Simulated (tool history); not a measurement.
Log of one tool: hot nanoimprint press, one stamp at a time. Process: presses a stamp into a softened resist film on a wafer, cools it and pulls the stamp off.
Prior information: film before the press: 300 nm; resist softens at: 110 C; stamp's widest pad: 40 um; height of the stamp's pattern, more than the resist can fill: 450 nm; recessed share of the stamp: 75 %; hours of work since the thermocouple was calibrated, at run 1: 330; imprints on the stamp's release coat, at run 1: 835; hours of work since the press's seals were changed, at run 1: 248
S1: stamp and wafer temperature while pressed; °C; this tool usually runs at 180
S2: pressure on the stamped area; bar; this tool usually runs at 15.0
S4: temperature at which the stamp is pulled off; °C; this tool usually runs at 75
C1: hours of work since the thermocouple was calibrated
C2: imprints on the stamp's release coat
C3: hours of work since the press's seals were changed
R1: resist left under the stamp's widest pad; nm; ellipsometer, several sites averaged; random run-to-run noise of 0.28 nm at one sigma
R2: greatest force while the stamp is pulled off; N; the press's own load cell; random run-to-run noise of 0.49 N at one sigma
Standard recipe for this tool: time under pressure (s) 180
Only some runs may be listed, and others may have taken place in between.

{"run": 1, "hour": 0.0, "S1": 180, "S2": 15.0, "time under pressure (s)": 180, "S4": 75, "C1": 330, "C2": 835, "C3": 248, "R1": 163.9, "R2": 140.9}
{"run": 2, "hour": 5.2, "S1": 180, "S2": 15.0, "time under pressure (s)": 180, "S4": 75, "C1": 334, "C2": 846, "C3": 251, "R1": 163.9, "R2": 140.4}
{"run": 3, "hour": 12.0, "S1": 180, "S2": 15.0, "time under pressure (s)": 180, "S4": 80, "C1": 338, "C2": 860, "C3": 255, "R1": 164.4, "R2": 132.2}
{"run": 4, "hour": 18.1, "S1": 180, "S2": 15.0, "time under pressure (s)": 180, "S4": 80, "C1": 342, "C2": 873, "C3": 259, "R1": 163.8, "R2": 133.0}
{"run": 5, "hour": 27.2, "S1": 180, "S2": 15.0, "time under pressure (s)": 180, "S4": 80, "C1": 347, "C2": 893, "C3": 265, "R1": 163.7, "R2": 132.1}
{"run": 6, "hour": 38.1, "S1": 180, "S2": 15.0, "time under pressure (s)": 180, "S4": 80, "C1": 354, "C2": 916, "C3": 272, "R1": 163.3, "R2": 132.1}
{"run": 7, "hour": 43.6, "S1": 180, "S2": 13.0, "time under pressure (s)": 180, "S4": 75, "C1": 358, "C2": 927, "C3": 275, "R1": 174.3, "R2": 140.1}
{"run": 8, "hour": 49.4, "S1": 180, "S2": 13.0, "time under pressure (s)": 180, "S4": 75, "C1": 361, "C2": 940, "C3": 279, "R1": 174.1, "R2": 140.4}
{"run": 9, "hour": 55.8, "S1": 180, "S2": 13.0, "time under pressure (s)": 180, "S4": 75, "C1": 365, "C2": 953, "C3": 283, "R1": 173.8, "R2": 139.9}
{"run": 10, "hour": 64.7, "S1": 180, "S2": 13.0, "time under pressure (s)": 180, "S4": 75, "C1": 371, "C2": 972, "C3": 288, "R1": 173.5, "R2": 140.4}
{"run": 11, "hour": 73.1, "S1": 180, "S2": 13.0, "time under pressure (s)": 180, "S4": 75, "C1": 376, "C2": 990, "C3": 294, "R1": 174.1, "R2": 141.0}
{"run": 12, "hour": 82.7, "S1": 180, "S2": 13.0, "time under pressure (s)": 180, "S4": 75, "C1": 382, "C2": 1010, "C3": 300, "R1": 174.0, "R2": 141.1}
{"run": 13, "hour": 87.4, "S1": 180, "S2": 13.0, "time under pressure (s)": 180, "S4": 75, "C1": 385, "C2": 1020, "C3": 303, "R1": 173.3, "R2": 140.3}
{"run": 14, "hour": 94.6, "S1": 180, "S2": 13.0, "time under pressure (s)": 180, "S4": 75, "C1": 390, "C2": 1035, "C3": 307, "R1": 173.3, "R2": 141.4}
{"run": 15, "hour": 101.7, "S1": 180, "S2": 13.0, "time under pressure (s)": 180, "S4": 75, "C1": 394, "C2": 1050, "C3": 312, "R1": 173.5, "R2": 141.0}
{"run": 16, "hour": 106.9, "S1": 190, "S2": 13.0, "time under pressure (s)": 267, "S4": 75, "C1": 397, "C2": 1061, "C3": 315, "R1": 119.4, "R2": 140.5}
{"run": 17, "hour": 115.7, "S1": 189, "S2": 13.0, "time under pressure (s)": 267, "S4": 82, "C1": 403, "C2": 1080, "C3": 320, "R1": 122.4, "R2": 129.0}
{"run": 18, "hour": 124.3, "S1": 188, "S2": 15.0, "time under pressure (s)": 180, "S4": 60, "C1": 408, "C2": 1098, "C3": 326, "R1": 135.2, "R2": 166.3}
{"run": 19, "hour": 132.5, "S1": 188, "S2": 15.0, "time under pressure (s)": 180, "S4": 60, "C1": 413, "C2": 1115, "C3": 331, "R1": 134.7, "R2": 165.9}
{"run": 20, "hour": 142.7, "S1": 188, "S2": 15.0, "time under pressure (s)": 180, "S4": 60, "C1": 420, "C2": 1137, "C3": 337, "R1": 134.7, "R2": 166.0}
{"hour": 151.9, "done": "stamp cleaned and given a new release coat"}
{"run": 21, "hour": 158.7, "S1": 175, "S2": 22.6, "time under pressure (s)": 180, "S4": 60, "C1": 426, "C2": 14, "C3": 343, "R1": 153.4, "R2": 165.5}

Run 22, settings as shown, results not yet in. Your forecast:
{"run": 22, "hour": 165.6, "S1": 184, "S2": 11.0, "time under pressure (s)": 221, "S4": 74, "C1": 430, "C2": 29, "C3": 348, "R1": "?", "R2": "?"}

R1: 159.1 nm
R2: 141.2 N
On a tool with no hidden condition, and with the same random variation, this run would have come out at R1 160.6 nm, R2 141.2 N.
